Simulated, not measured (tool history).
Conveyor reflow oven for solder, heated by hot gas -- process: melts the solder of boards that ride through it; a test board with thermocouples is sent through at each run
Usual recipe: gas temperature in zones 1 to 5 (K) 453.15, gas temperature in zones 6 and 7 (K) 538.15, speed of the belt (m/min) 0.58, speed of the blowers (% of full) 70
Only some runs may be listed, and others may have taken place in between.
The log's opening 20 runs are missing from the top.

run    hour  gas temperature in zones 1 to 5 (K)  gas temperature in zones 6 and 7 (K)  speed of the belt (m/min)  speed of the blowers (% of full)  highest temperature of the board (K)  time above the solder's melting point (s)
 21  1209.5                               446.15                                542.15                      0.622                                69                                519.85                                       45.1
 22  1282.2                               446.15                                542.15                      0.622                                69                                519.35                                       44.7
     1357.6  -- flux residue cleaned out of gas plates and filters
 23    1361                               446.15                                542.15                      0.622                                69                                519.95                                       46.6
 24  1411.2                               453.15                                543.15                        0.6                                70                                523.85                                       53.4
 25  1446.3                               453.15                                538.15                       0.58                                61                                517.35                                       49.9
 26  1483.1                               465.15                                531.15                      0.614                                61                                513.05                                       47.2
 27  1554.3                               448.15                                538.15                       0.66                                76                                516.55                                       41.5
     1618.7  -- flux residue cleaned out of gas plates and filters
 28  1623.4                               453.15                                553.15                       0.58                                61                                530.75                                       59.4
 29  1697.5                               453.15                                553.15                       0.58                                61                                530.35                                       59.7
 30  1743.3                               447.15                                538.15                      0.613                                78                                519.15                                       47.6
     1781.6  -- belt drive overhauled, speed set with a stopwatch
 31  1793.1                               447.15                                538.15                      0.613                                78                                517.75                                       45.4

Here are 3 independent what-if runs from the current tool condition. What would each one return?
  A  1838.9                               453.15                                542.15                      0.504                                83                                     ?                                          ?
  B  1838.9                               447.15                                538.15                      0.613                                78                                     ?                                          ?
  C  1838.9                               453.15                                547.15                      0.642                                83                                     ?                                          ?

run  highest temperature of the board (K)  time above the solder's melting point (s)
  A                                528.25                                       68.1
  B                                517.25                                       44.3
  C                                526.35                                       51.7
Take away the tool's hidden state, keep each run's random variation, and the runs would have read:
run  highest temperature of the board (K)  time above the solder's melting point (s)
  A                                532.05                                       70.4
  B                                521.25                                       47.6
  C                                530.45                                       54.2
